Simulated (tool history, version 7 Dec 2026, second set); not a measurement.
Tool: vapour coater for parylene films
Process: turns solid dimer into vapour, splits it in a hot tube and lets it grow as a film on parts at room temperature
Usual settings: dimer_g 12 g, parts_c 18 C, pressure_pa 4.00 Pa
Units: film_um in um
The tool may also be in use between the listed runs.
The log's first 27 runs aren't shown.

run     day  dimer_g  parts_c  pressure_pa  hours of work since the trap's valve was overhauled  hours of work since the table's thermometer was calibrated  film_um
 28  18.871       12       23         6.85                                                  253                                                         746     1.76
 29  19.796       20       23         6.85                                                  267                                                         760     2.90
 30  20.692       10       26        10.86                                                  280                                                         773     1.08
 31  21.533       10       26        10.86                                                  293                                                         786     1.17
 32  22.317       10       26        10.86                                                  305                                                         797     1.11
 33  22.708        8       18         4.00                                                  311                                                         803     1.65
 34  23.538        9       18         7.01                                                  323                                                         816     1.60
     24.038  -- trap's valve overhauled
 35  24.267       12       18         5.78                                                    3                                                         824     2.56
 36  24.821       12       22         4.00                                                   12                                                         832     2.19
 37  25.588       12       22         4.00                                                   23                                                         844     2.28
 38  26.421        9       15         4.00                                                   36                                                         856     2.38
 39  27.112        9       15         4.00                                                   46                                                         867     2.40
 40  27.733       12       21         2.30                                                   55                                                         876     2.63
 41  28.617        6       16         2.30                                                   68                                                         889     1.62
 42  29.400        6       16         2.30                                                   80                                                         901     1.62
 43  29.846        6       12         5.79                                                   87                                                         907     1.68
 44  30.762        9       13         5.62                                                  100                                                         921     2.40
 45  31.379        6       13         5.62                                                  110                                                         930     1.59
 46  31.771        6       13         5.62                                                  116                                                         936     1.63
 47  32.217        6       13         5.62                                                  122                                                         943     1.59

4 ways to go on from here, each from the tool as it stands after run 47. What would each give?
  A  32.638        6       13         5.62                                                  129                                                         949        ?
  B  32.638       17       10         3.30                                                  129                                                         949        ?
  C  32.638        6       15         5.62                                                  129                                                         949        ?
  D  32.638       18       18         5.82                                                  129                                                         949        ?

run  film_um
  A     1.56
  B     4.81
  C     1.43
  D     3.70
Without the tool's hidden state the same runs would have given:
run  film_um
  A     1.61
  B     5.07
  C     1.47
  D     3.81
